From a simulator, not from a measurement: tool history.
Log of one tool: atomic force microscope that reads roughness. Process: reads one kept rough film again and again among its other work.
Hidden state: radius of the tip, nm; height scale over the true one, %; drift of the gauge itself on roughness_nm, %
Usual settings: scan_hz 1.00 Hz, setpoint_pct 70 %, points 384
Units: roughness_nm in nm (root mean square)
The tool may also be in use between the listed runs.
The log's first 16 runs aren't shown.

run,hour,scan_hz,setpoint_pct,points,pictures with this tip,hours of work since the height scale was calibrated,roughness_nm
17,129.2,1.00,70,352,65,83,2.975
18,134.3,2.65,70,384,75,86,2.721
# hour 142.6: new tip fitted
19,142.7,1.00,70,384,0,91,3.326
20,152.4,1.00,70,384,18,97,3.223
21,160.7,1.00,69,384,34,101,3.121
22,170.8,1.00,69,384,53,107,3.021
23,175.7,0.92,70,576,62,110,2.978
24,185.6,0.98,64,517,81,116,2.936
# hour 190.5: new tip fitted
25,196.3,2.78,77,405,11,122,2.878
26,202.6,2.78,77,405,23,126,2.807
27,210.0,3.68,89,530,37,130,2.237
28,220.1,3.68,89,530,56,136,2.150
29,231.0,3.47,56,310,76,142,2.820
# hour 238.1: new tip fitted
30,240.3,1.53,56,273,4,148,3.369
31,250.5,0.95,56,540,24,154,3.294
32,260.4,0.95,56,540,42,159,3.172
33,268.0,0.95,56,540,57,164,3.076
34,274.3,0.95,56,540,69,167,3.018
35,282.9,1.00,69,823,85,173,2.856
# hour 285.8: new tip fitted
36,288.8,1.00,70,279,5,176,3.274
37,296.4,1.00,70,279,20,180,3.191
38,306.5,0.55,86,485,39,186,3.068
39,315.0,1.00,85,384,55,191,2.868

Forecast each of these 3 alternatives for the next run:
A,321.8,1.44,70,377,68,195,?
B,321.8,2.31,70,269,68,195,?
C,321.8,1.08,58,948,68,195,?

run,roughness_nm
A,2.869
B,2.770
C,2.999
Without the tool's hidden state the same runs would have given:
run,roughness_nm
A,3.291
B,3.179
C,3.441
